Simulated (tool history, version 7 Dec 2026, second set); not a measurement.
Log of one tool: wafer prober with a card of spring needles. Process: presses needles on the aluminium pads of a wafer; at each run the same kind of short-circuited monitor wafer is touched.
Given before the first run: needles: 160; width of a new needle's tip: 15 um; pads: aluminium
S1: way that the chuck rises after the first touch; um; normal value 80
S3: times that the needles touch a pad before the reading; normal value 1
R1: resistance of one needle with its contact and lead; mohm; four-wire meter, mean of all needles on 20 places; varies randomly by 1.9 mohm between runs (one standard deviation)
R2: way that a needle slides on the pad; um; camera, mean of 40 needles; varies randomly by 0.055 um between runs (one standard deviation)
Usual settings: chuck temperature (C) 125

Run 1, hour 0: usual settings. Result: R1 290 mohm, R2 15.29 um.
At hour 2.7: tips cleaned on abrasive film.
At hour 14: tips cleaned on abrasive film.
Run 2, hour 19.1: usual settings. Result: R1 267 mohm, R2 15.17 um.
At hour 27.1: tips cleaned on abrasive film.
At hour 40: tips cleaned on abrasive film.
Run 3, hour 40.1: usual settings but chuck temperature (C) 79. Result: R1 204 mohm, R2 15.19 um.
At hour 50.9: tips cleaned on abrasive film.
At hour 62.6: tips cleaned on abrasive film.
Run 4, hour 66.6: usual settings but chuck temperature (C) 79. Result: R1 262 mohm, R2 15.1 um.
At hour 73.7: tips cleaned on abrasive film.
At hour 86.8: tips cleaned on abrasive film.
Run 5, hour 94.3: usual settings but chuck temperature (C) 32. Result: R1 273 mohm, R2 14.99 um.
At hour 99.6: tips cleaned on abrasive film.
At hour 111.9: tips cleaned on abrasive film.
At hour 124: tips cleaned on abrasive film.
Run 6, hour 128.3: usual settings but chuck temperature (C) 32. Result: R1 244 mohm, R2 14.97 um.
At hour 135.2: tips cleaned on abrasive film.
At hour 146.7: tips cleaned on abrasive film.
Run 7, hour 152.3: usual settings. Result: R1 279 mohm, R2 14.94 um.
At hour 159: tips cleaned on abrasive film.
At hour 171: tips cleaned on abrasive film.
Run 8, hour 179: usual settings but chuck temperature (C) 93. Result: R1 291 mohm, R2 15.04 um.
At hour 183.2: tips cleaned on abrasive film.
At hour 195.3: tips cleaned on abrasive film.
Run 9, hour 203.7: usual settings but S3 2. Result: R1 256 mohm, R2 14.8 um.
At hour 208.3: tips cleaned on abrasive film.
At hour 219.9: tips cleaned on abrasive film.
At hour 230.6: tips cleaned on abrasive film.
At hour 241.7: tips cleaned on abrasive film.
Run 10, hour 241.7: usual settings but S3 2. Result: R1 203 mohm, R2 14.69 um.
At hour 253.9: tips cleaned on abrasive film.
At hour 265.4: tips cleaned on abrasive film.
Run 11, hour 268.1: usual settings but S3 2. Result: R1 227 mohm, R2 14.76 um.
At hour 278.1: tips cleaned on abrasive film.
At hour 291.3: tips cleaned on abrasive film.
At hour 303.5: tips cleaned on abrasive film.
Run 12, hour 305.8: usual settings but S3 2. Result: R1 236 mohm, R2 14.62 um.
At hour 315.3: tips cleaned on abrasive film.
At hour 327: tips cleaned on abrasive film.
Run 13, hour 328.9: usual settings but S3 2. Result: R1 226 mohm, R2 14.54 um.
At hour 337.8: tips cleaned on abrasive film.
At hour 349.3: tips cleaned on abrasive film.
Run 14, hour 355.3: usual settings. Result: R1 295 mohm, R2 14.55 um.
At hour 362.5: tips cleaned on abrasive film.
Run 15, hour 372.7: usual settings but S1 92 um. Result: R1 282 mohm, R2 16.87 um.
At hour 375.2: tips cleaned on abrasive film.
At hour 388.4: tips cleaned on abrasive film.
Run 16, hour 390.7: usual settings but S1 92 um. Result: R1 237 mohm, R2 16.87 um.
At hour 401.3: tips cleaned on abrasive film.
At hour 413: tips cleaned on abrasive film.
At hour 424.1: tips cleaned on abrasive film.
Run 17, hour 424.1: usual settings but S1 93 um, chuck temperature (C) 39, S3 2. Result: R1 185 mohm, R2 16.99 um.
At hour 435.5: tips cleaned on abrasive film.
At hour 446.8: tips cleaned on abrasive film.
Run 18, hour 451: usual settings but S1 93 um, chuck temperature (C) 39, S3 2. Result: R1 217 mohm, R2 16.91 um.
At hour 459: tips cleaned on abrasive film.
At hour 471.2: tips cleaned on abrasive film.
Run 19, hour 471.3: usual settings but S1 65 um, chuck temperature (C) 59, S3 2. Result: R1 204 mohm, R2 11.44 um.
At hour 483.4: tips cleaned on abrasive film.
At hour 496.6: tips cleaned on abrasive film.
At hour 499.4: height of the first contact set anew.
Run 20, hour 501.9: usual settings but S1 85 um, chuck temperature (C) 25, S3 3. Result: R1 207 mohm, R2 16.28 um.
At hour 509.9: tips cleaned on abrasive film.
At hour 521.1: tips cleaned on abrasive film.
At hour 532.8: tips cleaned on abrasive film.
Run 21, hour 537.3: usual settings but S1 83 um. Result: R1 272 mohm, R2 15.72 um.
At hour 545.1: tips cleaned on abrasive film.
At hour 556.5: tips cleaned on abrasive film.
At hour 569.8: tips cleaned on abrasive film.
Run 22, hour 575.3: usual settings but S1 72 um, chuck temperature (C) 41. Result: R1 303 mohm, R2 13.63 um.
At hour 580.5: tips cleaned on abrasive film.
At hour 593.2: tips cleaned on abrasive film.
Run 23, hour 595.9: usual settings but S1 79 um, chuck temperature (C) 28. Result: R1 233 mohm, R2 14.94 um.
At hour 605.5: tips cleaned on abrasive film.
At hour 618: tips cleaned on abrasive film.
Run 24, hour 626.2: usual settings but S1 61 um, chuck temperature (C) 44. Result: R1 367 mohm, R2 11.49 um.
At hour 628.7: tips cleaned on abrasive film.
At hour 641.4: tips cleaned on abrasive film.
At hour 653.8: tips cleaned on abrasive film.
Run 25, hour 659.3: usual settings but S1 77 um, chuck temperature (C) 44, S3 3. Result: R1 219 mohm, R2 14.44 um.
At hour 665.7: tips cleaned on abrasive film.
At hour 677.6: tips cleaned on abrasive film.
At hour 689.4: tips cleaned on abrasive film.
Run 26, hour 694: usual settings but S1 77 um, chuck temperature (C) 44, S3 3. Result: R1 225 mohm, R2 14.46 um.
At hour 701.3: tips cleaned on abrasive film.
At hour 714.5: tips cleaned on abrasive film.
Run 27, hour 719.5: usual settings but S1 77 um, chuck temperature (C) 44, S3 3. Result: R1 225 mohm, R2 14.48 um.
At hour 725.2: tips cleaned on abrasive film.
At hour 736.7: tips cleaned on abrasive film.
Run 28, hour 745.2: usual settings but S1 77 um, chuck temperature (C) 44, S3 3. Result: R1 236 mohm, R2 14.38 um.

Here are 3 independent what-if runs from the current tool condition. What would each one return?
At hour 747.9: tips cleaned on abrasive film.
At hour 761: tips cleaned on abrasive film.
Run A, hour 770.5: usual settings but S1 62 um, chuck temperature (C) 60, S3 2. Result: R1 ?, R2 ?.
At hour 747.9: tips cleaned on abrasive film.
At hour 761: tips cleaned on abrasive film.
Run B, hour 770.5: usual settings but S1 88 um, chuck temperature (C) 41, S3 2. Result: R1 ?, R2 ?.
At hour 747.9: tips cleaned on abrasive film.
At hour 761: tips cleaned on abrasive film.
Run C, hour 770.5: usual settings but S1 64 um, chuck temperature (C) 44. Result: R1 ?, R2 ?.

run   R1     R2
  A  321   11.4
  B  243  16.36
  C  388   11.8
Take away the tool's hidden state, keep each run's random variation, and the runs would have read:
run   R1     R2
  A  191  11.89
  B  176  16.84
  C  186  12.28
